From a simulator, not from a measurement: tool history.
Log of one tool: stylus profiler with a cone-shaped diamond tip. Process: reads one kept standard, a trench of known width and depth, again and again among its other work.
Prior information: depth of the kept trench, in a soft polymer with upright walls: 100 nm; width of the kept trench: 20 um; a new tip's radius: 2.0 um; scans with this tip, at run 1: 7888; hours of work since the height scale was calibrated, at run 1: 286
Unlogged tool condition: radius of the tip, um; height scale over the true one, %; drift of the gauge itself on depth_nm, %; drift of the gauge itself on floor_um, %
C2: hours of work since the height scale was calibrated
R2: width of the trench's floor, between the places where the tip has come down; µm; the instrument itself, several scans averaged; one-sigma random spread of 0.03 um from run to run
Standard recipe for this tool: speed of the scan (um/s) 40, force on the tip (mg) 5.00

run 1 hour=0.0 | speed_of_the_scan_(um/s)=40 force_on_the_tip_(mg)=5.00 | scans_with_this_tip=7888 C2=286 | depth_of_the_trench_(nm)=101.97 R2=18.45
run 2 hour=65.8 | speed_of_the_scan_(um/s)=40 force_on_the_tip_(mg)=5.00 | scans_with_this_tip=8027 C2=319 | depth_of_the_trench_(nm)=101.99 R2=18.46
run 3 hour=139.5 | speed_of_the_scan_(um/s)=40 force_on_the_tip_(mg)=5.00 | scans_with_this_tip=8183 C2=355 | depth_of_the_trench_(nm)=102.01 R2=18.48
run 4 hour=230.3 | speed_of_the_scan_(um/s)=35 force_on_the_tip_(mg)=5.00 | scans_with_this_tip=8375 C2=399 | depth_of_the_trench_(nm)=101.97 R2=18.48
run 5 hour=334.5 | speed_of_the_scan_(um/s)=14 force_on_the_tip_(mg)=5.00 | scans_with_this_tip=8594 C2=450 | depth_of_the_trench_(nm)=102.03 R2=18.46
run 6 hour=393.9 | speed_of_the_scan_(um/s)=40 force_on_the_tip_(mg)=1.67 | scans_with_this_tip=8720 C2=479 | depth_of_the_trench_(nm)=101.08 R2=18.41
run 7 hour=462.0 | speed_of_the_scan_(um/s)=36 force_on_the_tip_(mg)=9.58 | scans_with_this_tip=8864 C2=512 | depth_of_the_trench_(nm)=103.05 R2=18.51
run 8 hour=551.9 | speed_of_the_scan_(um/s)=40 force_on_the_tip_(mg)=13.54 | scans_with_this_tip=9054 C2=556 | depth_of_the_trench_(nm)=103.92 R2=18.48
run 9 hour=647.8 | speed_of_the_scan_(um/s)=116 force_on_the_tip_(mg)=5.00 | scans_with_this_tip=9256 C2=603 | depth_of_the_trench_(nm)=102.08 R2=18.35
run 10 hour=737.3 | speed_of_the_scan_(um/s)=18 force_on_the_tip_(mg)=5.00 | scans_with_this_tip=9445 C2=647 | depth_of_the_trench_(nm)=102.03 R2=18.48
run 11 hour=820.2 | speed_of_the_scan_(um/s)=19 force_on_the_tip_(mg)=9.13 | scans_with_this_tip=9620 C2=687 | depth_of_the_trench_(nm)=103.07 R2=18.50

Measured less the same run without the tool's hidden state. The same run-to-run variation is in both; the gauge's scatter may not be:
run=1 depth_of_the_trench_(nm)=+0.03 R2=-0.23
run=2 depth_of_the_trench_(nm)=+0.04 R2=-0.24
run=3 depth_of_the_trench_(nm)=+0.05 R2=-0.24
run=4 depth_of_the_trench_(nm)=+0.05 R2=-0.25
run=5 depth_of_the_trench_(nm)=+0.07 R2=-0.25
run=6 depth_of_the_trench_(nm)=+0.07 R2=-0.26
run=7 depth_of_the_trench_(nm)=+0.09 R2=-0.26
run=8 depth_of_the_trench_(nm)=+0.09 R2=-0.26
run=9 depth_of_the_trench_(nm)=+0.10 R2=-0.27
run=10 depth_of_the_trench_(nm)=+0.12 R2=-0.28
run=11 depth_of_the_trench_(nm)=+0.13 R2=-0.28
